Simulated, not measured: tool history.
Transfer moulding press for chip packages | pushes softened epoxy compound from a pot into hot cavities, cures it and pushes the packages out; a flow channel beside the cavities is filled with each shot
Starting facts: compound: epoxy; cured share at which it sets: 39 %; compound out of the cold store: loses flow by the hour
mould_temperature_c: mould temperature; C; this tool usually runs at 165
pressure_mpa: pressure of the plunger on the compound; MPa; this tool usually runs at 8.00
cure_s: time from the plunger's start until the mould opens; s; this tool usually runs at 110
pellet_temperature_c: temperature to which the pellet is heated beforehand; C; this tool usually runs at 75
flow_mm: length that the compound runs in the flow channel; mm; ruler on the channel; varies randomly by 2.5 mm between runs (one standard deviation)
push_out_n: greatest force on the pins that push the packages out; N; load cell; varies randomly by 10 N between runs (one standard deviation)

run   hour  mould_temperature_c  pressure_mpa  cure_s  pellet_temperature_c  incoming compound's hours out of the cold store  flow_mm  push_out_n
  1    0.0                  165          8.00     110                    75                                             13.9      627         641
  2   48.6                  165          8.00     110                    75                                             25.8      593         801
  3  108.9                  165          8.00     110                    75                                             31.7      573         861
     123.1  -- cavities cleaned with cleaning compound and waxed
  4  139.9                  165          8.00     110                    75                                             41.0      550         606
  5  176.3                  165          8.00     110                    75                                             16.2      608         804
  6  227.9                  165          8.00     110                    75                                             24.5      586         795
     260.9  -- cavities cleaned with cleaning compound and waxed
  7  269.2                  165          8.00     110                    75                                             14.5      603         560
     323.9  -- plunger's sealing rings changed
  8  325.9                  165          8.00     110                    75                                             35.7      585         779
  9  386.4                  165          8.00     110                    75                                             36.6      576         856
     400.5  -- cavities cleaned with cleaning compound and waxed
 10  423.7                  165          8.87     130                    69                                             45.6      587         551
 11  457.3                  171          9.21     110                    70                                             15.9      652         665
 12  506.0                  165          7.88      93                    75                                             43.2      555        1078
     539.3  -- cavities cleaned with cleaning compound and waxed
 13  563.8                  171          8.00     110                    75                                             12.3      609         548
 14  600.1                  171          8.00     110                    75                                             29.5      567         629
 15  661.2                  171          8.00     110                    75                                             41.8      534         715
     676.5  -- cavities cleaned with cleaning compound and waxed
 16  702.4                  165          8.00     133                    75                                             37.5      552         555
     749.8  -- mould's thermocouples calibrated
 17  768.7                  167          8.14     133                    78                                             16.5      598         696
     804.2  -- plunger's sealing rings changed
     820.2  -- cavities cleaned with cleaning compound and waxed
 18  825.9                  165          8.00     138                    81                                             14.0      639         426

Predict each of these 3 candidate next runs independently; none follows another, all start after run 18:
  A  881.9                  165          7.56     138                    81                                             13.2        ?           ?
  B  881.9                  170          8.00     118                    75                                             24.4        ?           ?
  C  881.9                  165          8.80     108                    75                                             33.1        ?           ?

run  flow_mm  push_out_n
  A      617         641
  B      595         645
  C      613         783
Stripped of hidden state, with their random variation kept, the same runs would have yielded:
run  flow_mm  push_out_n
  A      628         372
  B      605         371
  C      623         460
